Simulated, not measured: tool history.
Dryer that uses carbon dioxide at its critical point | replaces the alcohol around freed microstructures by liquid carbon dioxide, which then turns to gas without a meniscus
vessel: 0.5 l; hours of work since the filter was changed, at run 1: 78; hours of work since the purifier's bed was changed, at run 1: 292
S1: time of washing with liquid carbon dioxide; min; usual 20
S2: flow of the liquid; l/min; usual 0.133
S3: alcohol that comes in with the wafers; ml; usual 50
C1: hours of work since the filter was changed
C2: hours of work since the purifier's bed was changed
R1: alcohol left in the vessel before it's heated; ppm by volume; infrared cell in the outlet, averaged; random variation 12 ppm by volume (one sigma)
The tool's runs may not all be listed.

{"run": 1, "hour": 0.0, "S1": 20, "S2": 0.133, "S3": 50, "C1": 78, "C2": 292, "R1": 1028}
{"run": 2, "hour": 22.1, "S1": 20, "S2": 0.133, "S3": 50, "C1": 90, "C2": 305, "R1": 1054}
{"run": 3, "hour": 47.4, "S1": 20, "S2": 0.133, "S3": 50, "C1": 105, "C2": 319, "R1": 1032}
{"run": 4, "hour": 72.6, "S1": 20, "S2": 0.133, "S3": 50, "C1": 119, "C2": 333, "R1": 1124}
{"run": 5, "hour": 98.1, "S1": 20, "S2": 0.133, "S3": 50, "C1": 133, "C2": 347, "R1": 1170}
{"run": 6, "hour": 116.1, "S1": 17, "S2": 0.133, "S3": 50, "C1": 143, "C2": 358, "R1": 2253}
{"run": 7, "hour": 130.6, "S1": 17, "S2": 0.133, "S3": 50, "C1": 152, "C2": 366, "R1": 2240}
{"run": 8, "hour": 150.9, "S1": 20, "S2": 0.133, "S3": 49, "C1": 163, "C2": 377, "R1": 1217}
{"run": 9, "hour": 176.5, "S1": 20, "S2": 0.133, "S3": 49, "C1": 178, "C2": 392, "R1": 1261}
{"run": 10, "hour": 199.1, "S1": 20, "S2": 0.133, "S3": 49, "C1": 190, "C2": 404, "R1": 1336}
{"run": 11, "hour": 217.1, "S1": 20, "S2": 0.133, "S3": 49, "C1": 201, "C2": 415, "R1": 1336}
{"run": 12, "hour": 241.9, "S1": 25, "S2": 0.209, "S3": 40, "C1": 215, "C2": 429, "R1": 115}
{"run": 13, "hour": 253.8, "S1": 13, "S2": 0.222, "S3": 26, "C1": 221, "C2": 435, "R1": 574}
{"run": 14, "hour": 275.5, "S1": 26, "S2": 0.112, "S3": 45, "C1": 233, "C2": 448, "R1": 917}
{"run": 15, "hour": 290.3, "S1": 20, "S2": 0.121, "S3": 33, "C1": 242, "C2": 456, "R1": 1474}
{"run": 16, "hour": 314.9, "S1": 14, "S2": 0.133, "S3": 50, "C1": 256, "C2": 470, "R1": 5231}
{"run": 17, "hour": 329.8, "S1": 14, "S2": 0.133, "S3": 50, "C1": 264, "C2": 478, "R1": 5252}
{"run": 18, "hour": 356.0, "S1": 12, "S2": 0.126, "S3": 102, "C1": 279, "C2": 493, "R1": 19120}
{"run": 19, "hour": 381.6, "S1": 21, "S2": 0.179, "S3": 48, "C1": 293, "C2": 508, "R1": 398}
{"run": 20, "hour": 405.7, "S1": 31, "S2": 0.083, "S3": 115, "C1": 307, "C2": 521, "R1": 4610}
{"hour": 411.5, "done": "inlet filter changed"}
{"run": 21, "hour": 421.6, "S1": 20, "S2": 0.105, "S3": 35, "C1": 6, "C2": 530, "R1": 1587}
{"run": 22, "hour": 447.8, "S1": 26, "S2": 0.151, "S3": 50, "C1": 20, "C2": 544, "R1": 187}

The same runs without the tool's hidden state, with the same run-to-run variation:
The hidden state here: flow that reaches the vessel past the clogged filter, %; alcohol in the recycled carbon dioxide, ppm; drift of the gauge itself on alcohol_ppm, %.
run=1 R1=767
run=2 R1=762
run=3 R1=715
run=4 R1=756
run=5 R1=755
run=6 R1=1556
run=7 R1=1515
run=8 R1=727
run=9 R1=726
run=10 R1=748
run=11 R1=731
run=12 R1=16
run=13 R1=260
run=14 R1=415
run=15 R1=768
run=16 R1=3191
run=17 R1=3149
run=18 R1=12475
run=19 R1=98
run=20 R1=2050
run=21 R1=1462
run=22 R1=68

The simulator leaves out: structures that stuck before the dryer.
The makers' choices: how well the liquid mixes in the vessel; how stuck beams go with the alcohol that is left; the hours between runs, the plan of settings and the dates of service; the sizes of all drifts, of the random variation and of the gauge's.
